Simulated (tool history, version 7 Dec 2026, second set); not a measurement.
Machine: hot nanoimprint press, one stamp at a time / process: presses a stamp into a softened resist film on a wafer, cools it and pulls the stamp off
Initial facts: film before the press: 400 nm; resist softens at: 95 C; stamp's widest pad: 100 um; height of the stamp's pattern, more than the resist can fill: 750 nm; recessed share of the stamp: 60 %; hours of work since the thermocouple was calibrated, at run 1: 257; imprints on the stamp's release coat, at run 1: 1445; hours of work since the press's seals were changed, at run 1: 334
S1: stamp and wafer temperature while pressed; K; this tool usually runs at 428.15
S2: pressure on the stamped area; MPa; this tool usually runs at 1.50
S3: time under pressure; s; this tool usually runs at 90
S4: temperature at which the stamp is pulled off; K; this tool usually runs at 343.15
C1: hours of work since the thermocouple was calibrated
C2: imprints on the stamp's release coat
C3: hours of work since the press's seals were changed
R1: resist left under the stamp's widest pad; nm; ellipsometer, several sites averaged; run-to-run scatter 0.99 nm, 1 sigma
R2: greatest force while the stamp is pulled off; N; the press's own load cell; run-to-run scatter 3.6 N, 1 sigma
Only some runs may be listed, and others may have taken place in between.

run   hour      S1    S2   S3      S4   C1    C2   C3     R1   R2
  1    0.0  428.15  1.50   90  343.15  257  1445  334  152.9  220
  2   18.3  428.15  1.50   90  343.15  270  1516  346  150.2  220
  3   49.5  428.15  1.50   90  343.15  291  1636  368  153.8  232
  4   66.8  428.15  1.50   90  343.15  303  1703  380  152.9  237
  5   81.6  428.15  1.50   90  343.15  313  1760  390  154.1  242
      95.4  -- stamp cleaned and given a new release coat
  6  107.0  428.15  1.50   90  343.15  327    45  403  153.6  178
  7  141.2  428.15  1.50   90  343.15  350   177  427  155.0  187
  8  165.6  428.15  1.50   90  343.15  367   271  443  155.9  177
  9  181.1  428.15  1.50   90  343.15  377   330  454  158.7  191
 10  200.2  428.15  1.50   90  343.15  391   404  467  154.9  192
 11  223.6  428.15  1.50   90  344.15  407   494  483  156.6  183
 12  238.0  429.15  1.50   90  343.15  416   550  493  149.7  196
 13  254.7  428.15  1.50   90  343.15  428   614  505  157.4  193
 14  269.2  428.15  1.50   90  349.15  438   670  515  156.9  175
 15  298.5  428.15  1.50   90  349.15  458   783  535  160.7  183
     315.8  -- plate thermocouple calibrated
 16  327.7  426.15  1.50  117  338.15    8   884  553  141.4  214
 17  355.7  426.15  1.59   55  340.15   27   992  572  184.0  215
 18  376.7  426.15  1.59   57  345.15   42  1073  586  181.8  198
 19  396.8  428.15  1.30   49  338.15   56  1150  600  195.9  222

Run 20 comes next. What will it give?
 20  431.3  438.15  1.30  49  344.15  79  1283  624   ?   ?

For run 20 the tool returned R1 130.8 nm, R2 207 N.
Had the tool carried no hidden state, the very same run would have given R1 128.5 nm, R2 168 N.
